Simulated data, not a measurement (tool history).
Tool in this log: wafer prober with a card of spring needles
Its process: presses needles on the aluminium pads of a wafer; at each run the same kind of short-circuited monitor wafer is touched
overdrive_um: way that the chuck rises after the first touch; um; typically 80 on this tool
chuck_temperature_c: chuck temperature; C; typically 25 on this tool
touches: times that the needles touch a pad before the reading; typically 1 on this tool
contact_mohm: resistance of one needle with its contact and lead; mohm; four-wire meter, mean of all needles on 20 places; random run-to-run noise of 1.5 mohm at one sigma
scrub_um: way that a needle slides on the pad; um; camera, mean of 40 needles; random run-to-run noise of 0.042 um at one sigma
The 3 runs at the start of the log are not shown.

run	hour	overdrive_um	chuck_temperature_c	touches	touches since the tips were cleaned	cleanings since the card got new needles	touches since the first contact's height was set	contact_mohm	scrub_um
# hour 17.2: tips cleaned on abrasive film
4	24.4	80	25	1	2942	32	28752	183	10.92
# hour 27.9: tips cleaned on abrasive film
5	29.4	80	25	1	615	33	30772	147	10.91
6	36.0	80	25	1	3301	33	33458	191	10.88
# hour 38.1: tips cleaned on abrasive film
7	40.6	80	25	1	998	34	35287	154	10.82
8	45.7	80	25	1	3105	34	37394	185	10.83
# hour 48.4: tips cleaned on abrasive film
9	53.8	80	25	1	2192	35	40623	174	10.88
# hour 58.7: tips cleaned on abrasive film
10	58.9	80	25	1	85	36	42695	141	10.78
11	64.9	80	25	1	2524	36	45134	178	10.87
# hour 69.1: tips cleaned on abrasive film
12	72.3	80	25	1	1316	37	48103	164	10.75
13	77.9	80	25	1	3594	37	50381	193	10.83
# hour 79.7: tips cleaned on abrasive film
14	83.2	80	25	1	1456	38	52533	163	10.78
15	88.7	80	25	1	3703	38	54780	195	10.85
# hour 89.8: tips cleaned on abrasive film
16	96.8	80	25	1	2858	39	58014	185	10.80
# hour 100.2: tips cleaned on abrasive film
17	105.3	80	100	1	2084	40	61470	183	10.88
# hour 106.6: height of the first contact set anew
# hour 110.8: tips cleaned on abrasive film
18	114.8	76	100	1	1651	41	3336	181	10.11

Run 19 comes next. What will it give?
19	120.4	75	25	1	3927	41	5612	?	?

contact_mohm: 205 mohm
scrub_um: 10.08 um
The same run, on a tool lacking any hidden state, would have yielded contact_mohm 131 mohm, scrub_um 10.32 um.
